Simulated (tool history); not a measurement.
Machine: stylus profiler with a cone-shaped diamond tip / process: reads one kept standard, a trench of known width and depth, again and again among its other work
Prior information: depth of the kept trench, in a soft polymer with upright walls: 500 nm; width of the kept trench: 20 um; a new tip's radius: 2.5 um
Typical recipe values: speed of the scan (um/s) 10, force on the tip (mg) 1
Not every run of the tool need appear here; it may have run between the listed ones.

| run | hour | speed of the scan (um/s) | force on the tip (mg) | depth of the trench (Å) | width of the trench's floor (nm) |
|---|---|---|---|---|---|
| 1 | 0 | 10 | 1 | 5034.1 | 15860 |
| 2 | 83.3 | 10 | 0.38 | 5024.1 | 15740 |
| 3 | 142.8 | 10 | 0.38 | 5024.4 | 15690 |
| 4 | 259.1 | 10 | 0.38 | 5025.9 | 15660 |
| 5 | 360.1 | 10 | 0.38 | 5028.3 | 15550 |
| 6 | 473.3 | 10 | 0.57 | 5032.2 | 15490 |
| 7 | 525.2 | 10 | 0.57 | 5034.3 | 15460 |
| 8 | 611.6 | 10 | 2.08 | 5050.7 | 15450 |
| 9 | 680.1 | 5 | 2.08 | 5049.5 | 15490 |
| 10 | 733.1 | 10 | 1 | 5039 | 15390 |
| 11 | 848.9 | 10 | 1 | 5040.7 | 15310 |
| 12 | 946.3 | 10 | 1 | 5042.1 | 15240 |
| 13 | 1043.8 | 10 | 1 | 5046.1 | 15150 |
| 14 | 1121.1 | 10 | 1 | 5044.5 | 15150 |
| 15 | 1179.9 | 10 | 1 | 5043.8 | 15140 |
| 16 | 1290.5 | 10 | 1 | 5048.7 | 15070 |
| 17 | 1413.4 | 34 | 1 | 5044.3 | 14730 |
|  | 1450 | new tip fitted, height scale calibrated |
| 18 | 1506.5 | 34 | 1 | 5018.6 | 16690 |
| 19 | 1614.8 | 34 | 1 | 5019.8 | 16620 |
| 20 | 1676.2 | 34 | 1 | 5019.5 | 16510 |
| 21 | 1787.4 | 34 | 1 | 5018.8 | 16430 |
| 22 | 1838.7 | 34 | 1 | 5020.6 | 16360 |
| 23 | 1909.7 | 23 | 0.55 | 5015 | 16340 |
| 24 | 2019.8 | 23 | 0.55 | 5017.4 | 16290 |
| 25 | 2127.5 | 34 | 1.23 | 5028.8 | 16230 |
| 26 | 2224.5 | 22 | 0.84 | 5022.4 | 16150 |
| 27 | 2319.2 | 16 | 2.63 | 5039.1 | 16190 |
| 28 | 2379.9 | 10 | 0.49 | 5022.4 | 16150 |
| 29 | 2444.4 | 6 | 2.18 | 5035.1 | 16250 |
| 30 | 2495.5 | 6 | 2.18 | 5037.4 | 16190 |
| 31 | 2580.5 | 6 | 2.18 | 5040.8 | 16110 |
| 32 | 2674.6 | 16 | 1.55 | 5036.7 | 16020 |
| 33 | 2797.2 | 16 | 1.55 | 5037.8 | 15860 |
| 34 | 2907 | 20 | 0.8 | 5029 | 15760 |
| 35 | 3026.7 | 20 | 0.8 | 5032.1 | 15610 |
| 36 | 3094.8 | 20 | 0.8 | 5033.6 | 15600 |
| 37 | 3173.1 | 20 | 0.8 | 5032.9 | 15580 |
| 38 | 3255.4 | 23 | 0.9 | 5036.3 | 15480 |
| 39 | 3318.5 | 21 | 1.09 | 5037.3 | 15490 |
| 40 | 3375.5 | 21 | 1.09 | 5037.3 | 15400 |
| 41 | 3483.4 | 21 | 1.09 | 5040 | 15420 |

Below are 5 alternative next runs, each starting from the tool's condition after run 41. Predict each:
| A | 3575.1 | 18 | 1.09 | ? | ? |
| B | 3575.1 | 5 | 1.08 | ? | ? |
| C | 3575.1 | 23 | 1.69 | ? | ? |
| D | 3575.1 | 16 | 1.43 | ? | ? |
| E | 3575.1 | 15 | 1.58 | ? | ? |

| run | depth of the trench (Å) | width of the trench's floor (nm) |
|---|---|---|
| A | 5041 | 15350 |
| B | 5039.1 | 15420 |
| C | 5044.2 | 15360 |
| D | 5046.9 | 15380 |
| E | 5046.8 | 15380 |
What these runs would have given with no unlogged condition in the tool:
| run | depth of the trench (Å) | width of the trench's floor (nm) |
|---|---|---|
| A | 5018.1 | 16840 |
| B | 5016.2 | 16910 |
| C | 5021.2 | 16840 |
| D | 5023.9 | 16870 |
| E | 5023.9 | 16870 |
